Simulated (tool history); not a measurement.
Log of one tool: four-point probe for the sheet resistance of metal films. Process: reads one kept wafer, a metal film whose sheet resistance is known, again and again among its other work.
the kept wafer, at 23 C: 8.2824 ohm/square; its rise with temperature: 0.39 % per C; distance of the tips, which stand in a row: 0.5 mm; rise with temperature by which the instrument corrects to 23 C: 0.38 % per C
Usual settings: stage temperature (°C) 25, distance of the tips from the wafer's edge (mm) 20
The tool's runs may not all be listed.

run,day,stage temperature (°C),distance of the tips from the wafer's edge (mm),sheet resistance as the instrument gives it (ohm/square)
1,0.000,25,20,8.299056
2,0.675,25,12,8.302116
3,1.483,32,20,8.299187
4,2.379,32,20,8.300933
5,3.062,20,20,8.299884
6,4.408,25,20,8.300112
7,5.562,25,20,8.300169
8,6.500,33,20,8.305284
9,7.592,33,20,8.308674
10,8.271,19,16,8.302725
11,9.175,33,19,8.307224
12,10.508,25,56,8.301796
13,11.608,19,35,8.301832
14,13.008,31,5,8.348881
15,14.071,31,5,8.352661
16,15.188,31,5,8.354765
17,16.529,25,4,8.378212
18,17.542,28,8,8.324415

4 ways to go on from here, each from the tool as it stands after run 18. What would each give?
A,18.879,19,23,?
B,18.879,20,11,?
C,18.879,34,7,?
D,18.879,30,8,?

run,sheet resistance as the instrument gives it (ohm/square)
A,8.308098
B,8.314220
C,8.334973
D,8.323643
Without the tool's hidden state the same runs would have given:
run,sheet resistance as the instrument gives it (ohm/square)
A,8.283689
B,8.289822
C,8.310870
D,8.299475
